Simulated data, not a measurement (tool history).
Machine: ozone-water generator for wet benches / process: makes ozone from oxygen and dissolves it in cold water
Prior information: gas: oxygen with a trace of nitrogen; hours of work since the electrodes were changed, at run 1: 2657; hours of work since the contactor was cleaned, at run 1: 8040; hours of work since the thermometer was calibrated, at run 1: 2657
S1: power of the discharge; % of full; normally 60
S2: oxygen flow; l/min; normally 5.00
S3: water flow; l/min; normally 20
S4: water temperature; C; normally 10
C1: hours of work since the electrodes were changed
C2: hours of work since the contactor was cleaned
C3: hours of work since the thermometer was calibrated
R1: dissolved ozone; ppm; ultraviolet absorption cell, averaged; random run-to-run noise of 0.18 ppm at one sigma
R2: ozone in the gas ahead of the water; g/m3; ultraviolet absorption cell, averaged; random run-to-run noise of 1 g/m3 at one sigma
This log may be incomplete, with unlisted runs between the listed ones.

| run | day | S1 | S2 | S3 | S4 | C1 | C2 | C3 | R1 | R2 |
|---|---|---|---|---|---|---|---|---|---|---|
| 1 | 0.000 | 60 | 5.00 | 20 | 10 | 2657 | 8040 | 2657 | 23.9 | 180.0 |
| 2 | 3.471 | 60 | 5.00 | 20 | 10 | 2723 | 8106 | 2723 | 24.2 | 178.7 |
| 3 | 7.479 | 54 | 5.00 | 20 | 10 | 2798 | 8182 | 2798 | 22.8 | 171.0 |
| 4 | 14.408 | 54 | 5.00 | 17 | 10 | 2930 | 8314 | 2930 | 25.4 | 170.3 |
| 5 | 19.429 | 60 | 5.00 | 20 | 10 | 3025 | 8409 | 3025 | 24.1 | 180.9 |
| 6 | 23.075 | 60 | 3.16 | 20 | 10 | 3094 | 8478 | 3094 | 21.9 | 225.4 |
| 7 | 30.221 | 60 | 3.16 | 20 | 10 | 3229 | 8613 | 3229 | 21.7 | 225.6 |
| 8 | 36.908 | 60 | 3.16 | 20 | 10 | 3356 | 8740 | 3356 | 22.0 | 225.9 |
| 9 | 40.546 | 60 | 3.16 | 20 | 10 | 3425 | 8809 | 3425 | 21.8 | 228.5 |
| 10 | 44.388 | 60 | 3.16 | 20 | 10 | 3498 | 8882 | 3498 | 22.0 | 227.4 |
| 11 | 47.950 | 60 | 3.16 | 20 | 10 | 3565 | 8949 | 3565 | 21.8 | 226.2 |
| 12 | 54.329 | 60 | 3.16 | 20 | 10 | 3686 | 9070 | 3686 | 22.2 | 225.2 |
| 13 | 57.496 | 60 | 3.03 | 20 | 10 | 3746 | 9130 | 3746 | 21.6 | 232.8 |
| 14 | 62.054 | 60 | 3.03 | 20 | 10 | 3833 | 9217 | 3833 | 21.9 | 232.5 |
|  | 67.662 | water thermometer calibrated |
| 15 | 67.662 | 100 | 2.57 | 29 | 9 | 3939 | 9322 | 0 | 19.6 | 334.0 |
| 16 | 71.058 | 100 | 2.57 | 29 | 9 | 4003 | 9387 | 64 | 19.7 | 334.8 |
| 17 | 76.683 | 52 | 6.13 | 22 | 13 | 4110 | 9493 | 171 | 20.3 | 154.1 |
| 18 | 84.075 | 89 | 7.82 | 20 | 18 | 4250 | 9633 | 311 | 27.3 | 185.7 |
| 19 | 90.217 | 89 | 7.82 | 20 | 18 | 4366 | 9750 | 427 | 27.1 | 185.3 |
| 20 | 97.671 | 42 | 5.00 | 20 | 12 | 4507 | 9891 | 569 | 19.5 | 151.4 |
| 21 | 103.812 | 42 | 5.00 | 20 | 10 | 4624 | 10008 | 685 | 20.0 | 151.7 |

5 ways to go on from here, each from the tool as it stands after run 21. What would each give?
|  | 110.583 | gauge calibrated |
| A | 111.238 | 65 | 4.11 | 20 | 10 | 4765 | 10148 | 826 | ? | ? |
|  | 110.583 | gauge calibrated |
| B | 111.238 | 43 | 8.26 | 14 | 10 | 4765 | 10148 | 826 | ? | ? |
|  | 110.583 | gauge calibrated |
| C | 111.238 | 42 | 5.00 | 19 | 16 | 4765 | 10148 | 826 | ? | ? |
|  | 110.583 | gauge calibrated |
| D | 111.238 | 58 | 5.00 | 21 | 10 | 4765 | 10148 | 826 | ? | ? |
|  | 110.583 | gauge calibrated |
| E | 111.238 | 42 | 5.00 | 25 | 10 | 4765 | 10148 | 826 | ? | ? |

| run | R1 | R2 |
|---|---|---|
| A | 24.5 | 206.5 |
| B | 25.7 | 118.7 |
| C | 18.9 | 148.7 |
| D | 22.6 | 176.3 |
| E | 16.3 | 148.6 |
Without the tool's unlogged condition, the same runs would have read:
| run | R1 | R2 |
|---|---|---|
| A | 24.6 | 206.7 |
| B | 25.8 | 118.8 |
| C | 18.9 | 148.8 |
| D | 22.7 | 176.4 |
| E | 16.4 | 148.7 |
